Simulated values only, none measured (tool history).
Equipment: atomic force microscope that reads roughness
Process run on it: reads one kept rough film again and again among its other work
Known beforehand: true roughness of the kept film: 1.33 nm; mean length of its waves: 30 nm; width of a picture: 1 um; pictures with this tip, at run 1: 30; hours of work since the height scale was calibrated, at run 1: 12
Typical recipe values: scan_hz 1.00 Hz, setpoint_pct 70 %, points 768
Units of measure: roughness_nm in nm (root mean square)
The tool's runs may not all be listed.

run	hour	scan_hz	setpoint_pct	points	pictures with this tip	hours of work since the height scale was calibrated	roughness_nm
1	0.0	1.00	70	768	30	12	1.222
2	7.1	1.00	70	768	44	18	1.230
3	11.8	1.00	75	768	53	21	1.221
4	19.0	0.52	70	768	67	27	1.250
5	26.2	2.36	70	768	80	32	1.192
6	34.5	2.36	70	919	96	39	1.207
7	44.0	2.36	70	919	114	46	1.199
8	51.4	1.00	70	923	129	52	1.225
9	60.1	1.00	70	923	145	58	1.233
10	69.2	1.00	70	923	163	65	1.234
11	77.7	1.00	57	768	179	72	1.242
12	87.1	1.00	57	390	197	79	1.234
13	92.3	1.00	57	390	207	83	1.234
14	96.9	1.04	59	768	216	87	1.245
15	105.8	1.04	59	768	233	93	1.235
16	113.8	0.65	62	528	248	100	1.254
17	118.4	3.17	64	269	257	103	1.194
18	125.8	3.17	64	269	271	109	1.195
19	134.4	0.81	63	284	288	115	1.221
20	140.2	1.00	70	835	299	120	1.230
21	145.1	1.00	70	835	308	124	1.225
# hour 150.8: new tip fitted
22	154.9	1.35	74	388	8	131	1.203
23	162.9	0.62	74	323	23	137	1.215
24	168.0	0.62	74	323	33	141	1.223
25	174.9	1.00	78	564	46	146	1.215

What differs in the tool's unlogged condition from the final listed run ahead of each entry between runs to the first listed run following it?
Runs 21 to 22: new tip fitted (hour 150.8)
  radius of the tip, nm: 10.3 -> 10
